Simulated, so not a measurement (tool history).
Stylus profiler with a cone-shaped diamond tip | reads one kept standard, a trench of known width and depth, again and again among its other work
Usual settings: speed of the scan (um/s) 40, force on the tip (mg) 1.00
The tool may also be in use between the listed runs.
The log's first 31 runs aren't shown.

run,hour,speed of the scan (um/s),force on the tip (mg),scans with this tip,hours of work since the height scale was calibrated,depth of the trench (Å),width of the trench's floor (µm)
32,684.2,69,0.79,5844,746,2016.4,46.34
33,700.6,33,2.61,5916,756,2033.8,46.84
34,714.2,11,0.36,5975,763,2010.3,46.91
35,730.0,36,0.37,6045,772,2011.0,46.57
36,753.6,33,0.59,6148,785,2013.1,46.66
37,766.8,21,1.77,6207,793,2026.1,46.92
38,782.4,28,0.73,6275,802,2014.7,46.71
39,796.4,13,0.35,6337,809,2010.2,46.86
40,825.9,13,0.35,6466,826,2010.3,46.82

3 ways to go on from here, each from the tool as it stands after run 40. What would each give?
A,848.5,26,1.30,6565,839,?,?
B,848.5,101,1.45,6565,839,?,?
C,848.5,40,1.68,6565,839,?,?

run,depth of the trench (Å),width of the trench's floor (µm)
A,2022.9,46.80
B,2022.8,46.25
C,2026.2,46.74
Without the tool's hidden state the same runs would have given:
run,depth of the trench (Å),width of the trench's floor (µm)
A,2021.0,46.95
B,2020.9,46.40
C,2024.3,46.89

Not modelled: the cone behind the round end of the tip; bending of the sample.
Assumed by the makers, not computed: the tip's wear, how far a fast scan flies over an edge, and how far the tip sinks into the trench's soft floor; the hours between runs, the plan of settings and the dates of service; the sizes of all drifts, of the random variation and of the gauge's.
